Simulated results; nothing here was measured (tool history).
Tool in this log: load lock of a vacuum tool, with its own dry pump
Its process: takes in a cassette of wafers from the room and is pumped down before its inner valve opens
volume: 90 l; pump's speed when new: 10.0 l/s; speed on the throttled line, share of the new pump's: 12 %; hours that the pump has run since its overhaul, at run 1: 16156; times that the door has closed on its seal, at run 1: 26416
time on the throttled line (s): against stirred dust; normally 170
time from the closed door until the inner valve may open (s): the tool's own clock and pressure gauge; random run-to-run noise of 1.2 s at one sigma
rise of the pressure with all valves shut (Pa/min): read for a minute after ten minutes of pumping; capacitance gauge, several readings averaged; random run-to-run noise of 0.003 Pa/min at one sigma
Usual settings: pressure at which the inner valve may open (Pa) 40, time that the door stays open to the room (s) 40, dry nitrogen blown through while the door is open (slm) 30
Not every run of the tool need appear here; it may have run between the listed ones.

run	day	time on the throttled line (s)	pressure at which the inner valve may open (Pa)	time that the door stays open to the room (s)	dry nitrogen blown through while the door is open (slm)	hours that the pump has run since its overhaul	times that the door has closed on its seal	incoming humidity of the room's air, %	time from the closed door until the inner valve may open (s)	rise of the pressure with all valves shut (Pa/min)
1	0.000	170	40	40	30	16156	26416	42.4	229.0	0.116
2	15.296	170	40	40	30	16523	27348	45.4	229.0	0.126
3	28.550	170	40	40	30	16841	28156	42.0	228.1	0.128
4	43.792	170	40	40	30	17207	29084	44.9	229.8	0.141
5	64.992	170	40	40	28	17716	30376	44.4	230.6	0.138
6	80.900	170	46	40	28	18097	31346	44.6	227.0	0.153
7	97.183	170	46	40	28	18488	32338	47.5	228.8	0.157
8	112.283	170	46	40	28	18851	33258	44.4	229.8	0.161
9	123.692	170	46	40	15	19124	33954	44.0	229.1	0.166
10	145.708	170	64	40	15	19653	35295	43.0	224.5	0.166
11	165.400	170	64	40	14	20125	36495	43.9	225.8	0.178
# day 177.150: dry pump taken out, an overhauled one fitted
12	185.717	170	64	40	14	206	37718	47.2	215.6	0.190
13	209.175	170	40	40	10	769	39148	43.5	220.4	0.196
14	229.862	170	40	40	30	1265	40408	44.8	220.6	0.201
15	251.029	170	40	40	30	1773	41698	46.7	219.9	0.214
16	272.008	170	72	40	30	2277	42977	43.7	216.4	0.217
17	293.262	170	72	40	30	2787	44272	47.8	217.8	0.234
18	312.500	170	72	40	30	3248	45444	48.7	216.9	0.239

Run 19 has not been measured yet. What should we expect?
19	324.721	170	72	40	30	3542	46189	45.6	?	?

{"run 19": {"time from the closed door until the inner valve may open (s)": 216.4, "rise of the pressure with all valves shut (Pa/min)": 0.242}}
With no hidden state in the tool, this same run would have given time from the closed door until the inner valve may open (s) 214.4, rise of the pressure with all valves shut (Pa/min) 0.005.
